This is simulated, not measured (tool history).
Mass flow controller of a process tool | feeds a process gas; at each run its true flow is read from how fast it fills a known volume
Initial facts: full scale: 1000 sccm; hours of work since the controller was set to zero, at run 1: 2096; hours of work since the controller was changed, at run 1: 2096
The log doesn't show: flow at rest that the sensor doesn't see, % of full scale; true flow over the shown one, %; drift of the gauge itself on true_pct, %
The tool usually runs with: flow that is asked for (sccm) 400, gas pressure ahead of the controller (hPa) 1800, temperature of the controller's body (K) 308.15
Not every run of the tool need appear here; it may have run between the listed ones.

| run | hour | flow that is asked for (sccm) | gas pressure ahead of the controller (hPa) | temperature of the controller's body (K) | hours of work since the controller was set to zero | hours of work since the controller was changed | true flow (%) |
|---|---|---|---|---|---|---|---|
| 1 | 0 | 400 | 1800 | 308.15 | 2096 | 2096 | 98.62 |
| 2 | 163.2 | 400 | 2290 | 308.15 | 2160 | 2160 | 98.3 |
| 3 | 474.4 | 400 | 2290 | 308.15 | 2283 | 2283 | 98.4 |
| 4 | 827.3 | 400 | 2290 | 308.15 | 2422 | 2422 | 98.36 |
| 5 | 1169.7 | 400 | 2290 | 308.15 | 2557 | 2557 | 98.36 |
| 6 | 1558.2 | 387 | 1800 | 308.15 | 2710 | 2710 | 98.63 |
| 7 | 1802.6 | 400 | 1800 | 308.15 | 2806 | 2806 | 98.68 |
| 8 | 2105.7 | 400 | 1800 | 308.15 | 2926 | 2926 | 98.61 |
| 9 | 2344.7 | 400 | 1800 | 308.15 | 3020 | 3020 | 98.55 |
| 10 | 2514.7 | 400 | 1800 | 308.15 | 3087 | 3087 | 98.65 |
| 11 | 2783.9 | 400 | 1800 | 308.15 | 3193 | 3193 | 98.65 |
| 12 | 3047.7 | 400 | 1800 | 308.15 | 3297 | 3297 | 98.47 |
| 13 | 3367.7 | 400 | 1800 | 308.15 | 3423 | 3423 | 98.52 |
| 14 | 3656.8 | 400 | 1800 | 308.15 | 3537 | 3537 | 98.51 |
| 15 | 3907.7 | 400 | 1800 | 308.15 | 3635 | 3635 | 98.54 |
| 16 | 4255.4 | 400 | 1800 | 308.15 | 3772 | 3772 | 98.56 |
| 17 | 4653 | 400 | 1800 | 308.15 | 3929 | 3929 | 98.65 |
| 18 | 4940.7 | 216 | 1800 | 308.15 | 4042 | 4042 | 98.46 |
| 19 | 5225.4 | 272 | 1800 | 308.15 | 4154 | 4154 | 98.41 |
| 20 | 5488.1 | 400 | 2290 | 308.15 | 4258 | 4258 | 98.49 |
| 21 | 5666 | 204 | 1700 | 309.15 | 4328 | 4328 | 98.3 |
| 22 | 5894.8 | 504 | 1800 | 307.15 | 4418 | 4418 | 98.83 |
| 23 | 6143.1 | 504 | 1800 | 307.15 | 4516 | 4516 | 98.85 |
| 24 | 6487.4 | 504 | 1800 | 307.15 | 4652 | 4652 | 98.91 |
| 25 | 6760.3 | 504 | 1600 | 299.15 | 4759 | 4759 | 99.52 |
| 26 | 7091.8 | 400 | 1440 | 300.15 | 4890 | 4890 | 99.46 |
| 27 | 7316.4 | 278 | 1440 | 300.15 | 4978 | 4978 | 99.28 |
| 28 | 7573 | 539 | 2540 | 297.15 | 5079 | 5079 | 99.25 |
| 29 | 7806 | 400 | 1470 | 308.15 | 5171 | 5171 | 98.71 |
| 30 | 8127.9 | 400 | 1470 | 308.15 | 5298 | 5298 | 98.72 |
| 31 | 8307.5 | 400 | 1470 | 308.15 | 5369 | 5369 | 98.69 |
| 32 | 8596.9 | 104 | 2330 | 299.15 | 5483 | 5483 | 98.8 |
| 33 | 8779.7 | 104 | 2180 | 299.15 | 5555 | 5555 | 98.77 |
| 34 | 9011.4 | 104 | 2180 | 299.15 | 5646 | 5646 | 98.63 |
| 35 | 9348.6 | 819 | 1410 | 302.15 | 5779 | 5779 | 99.72 |
| 36 | 9590.2 | 232 | 1800 | 308.15 | 5874 | 5874 | 98.37 |
| 37 | 9850.7 | 232 | 1800 | 308.15 | 5976 | 5976 | 98.49 |

Each row is a separate what-if for the run after 37, all from the same tool condition, not one after another. Results?
| A | 10214.2 | 516 | 2550 | 308.15 | 6120 | 6120 | ? |
| B | 10214.2 | 400 | 1800 | 310.15 | 6120 | 6120 | ? |
| C | 10214.2 | 666 | 1800 | 294.15 | 6120 | 6120 | ? |
| D | 10214.2 | 247 | 2610 | 299.15 | 6120 | 6120 | ? |
| E | 10214.2 | 129 | 1500 | 308.15 | 6120 | 6120 | ? |

| run | true flow (%) |
|---|---|
| A | 98.52 |
| B | 98.36 |
| C | 100.01 |
| D | 98.74 |
| E | 98.46 |
Stripped of hidden state, with their random variation kept, the same runs would have yielded:
| run | true flow (%) |
|---|---|
| A | 98.52 |
| B | 98.36 |
| C | 100 |
| D | 98.75 |
| E | 98.48 |
